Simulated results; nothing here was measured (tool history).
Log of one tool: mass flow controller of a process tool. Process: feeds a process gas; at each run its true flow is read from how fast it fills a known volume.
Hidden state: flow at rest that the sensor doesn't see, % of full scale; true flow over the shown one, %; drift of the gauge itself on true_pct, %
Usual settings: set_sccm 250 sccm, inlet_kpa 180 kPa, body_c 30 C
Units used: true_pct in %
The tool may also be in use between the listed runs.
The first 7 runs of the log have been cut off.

run,day,set_sccm,inlet_kpa,body_c,hours of work since the controller was set to zero,hours of work since the controller was changed,true_pct
8,18.808,250,180,30,882,882,99.43
9,21.421,250,164,30,924,924,99.33
10,23.333,250,164,30,954,954,99.5
11,25.033,250,164,30,981,981,99.38
12,27.046,250,145,30,1014,1014,99.59
13,29.433,250,249,30,1052,1052,99.62
14,32.9,250,249,30,1107,1107,99.6
15,34.962,250,249,30,1140,1140,99.72
16,38.254,250,249,30,1193,1193,99.66
17,41.454,250,249,30,1244,1244,99.83
18,43.604,172,180,30,1278,1278,99.5
19,45.892,172,197,30,1315,1315,99.54
20,49.067,172,191,30,1365,1365,99.63
21,51.679,250,180,30,1407,1407,99.41
22,53.171,250,180,30,1431,1431,99.66
23,56.342,250,147,25,1482,1482,99.9
24,59.554,281,214,25,1533,1533,100.03
25,61.321,152,186,37,1561,1561,99.08
26,63.733,152,186,37,1600,1600,99.06

Run 27 has not been measured yet. What should we expect?
27,66.317,257,230,31,1641,1641,?

true_pct: 99.53 %
Had the tool carried no hidden state, the very same run would have given true_pct 99.17 %.
